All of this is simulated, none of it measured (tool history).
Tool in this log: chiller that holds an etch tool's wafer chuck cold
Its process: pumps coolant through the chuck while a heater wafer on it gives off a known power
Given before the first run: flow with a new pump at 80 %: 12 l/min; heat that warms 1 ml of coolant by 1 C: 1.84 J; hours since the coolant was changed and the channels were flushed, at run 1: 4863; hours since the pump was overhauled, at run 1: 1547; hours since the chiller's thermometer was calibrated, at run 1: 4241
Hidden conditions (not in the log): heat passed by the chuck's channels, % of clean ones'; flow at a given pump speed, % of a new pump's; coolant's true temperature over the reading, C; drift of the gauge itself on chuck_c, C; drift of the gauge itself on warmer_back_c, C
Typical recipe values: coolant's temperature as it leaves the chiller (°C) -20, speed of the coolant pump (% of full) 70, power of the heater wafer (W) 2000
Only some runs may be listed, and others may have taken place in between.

run,hour,coolant's temperature as it leaves the chiller (°C),speed of the coolant pump (% of full),power of the heater wafer (W),hours since the coolant was changed and the channels were flushed,hours since the pump was overhauled,hours since the chiller's thermometer was calibrated,chuck's temperature once it has settled (°C),how much warmer the coolant comes back (C)
1,0,-20,70,2000,4863,1547,4241,1.6,6.28
2,49.1,-20,84,2000,4912,1596,4290,-1.2,5.26
3,93.2,-20,65,2000,4956,1640,4334,2.8,6.8
4,157.8,-20,70,2338,5021,1704,4399,5.2,7.34
5,198.7,-20,70,1339,5062,1745,4440,-5.4,4.26
6,267.4,-20,70,1339,5131,1814,4509,-5.2,4.24
7,316.2,-20,69,2000,5179,1863,4557,2,6.35
8,391.4,-20,69,2000,5255,1938,4633,2,6.41
9,422.6,-20,69,2000,5286,1969,4664,1.9,6.46
10,487.5,-20,69,2000,5351,2034,4729,2.2,6.36
# hour 504.1: coolant changed, channels flushed
11,556.4,-20,69,2000,52,2097,4792,0.4,6.4
12,622.3,-28,70,2000,118,2163,4858,-7.8,6.31
13,697.7,-22,63,1006,194,2238,4933,-10.6,3.61
14,769.7,-22,63,1006,266,2310,5005,-10.4,3.56
15,824,-22,63,1006,320,2364,5059,-10.5,3.62

Run 16 is up next; what results do you expect?
16,874.8,-24,70,1953,371,2415,5110,?,?

chuck's temperature once it has settled (°C): -4.2
how much warmer the coolant comes back (C): 6.21
Had the tool carried no hidden state, the very same run would have given chuck's temperature once it has settled (°C) -5.3, how much warmer the coolant comes back (C) 6.08.
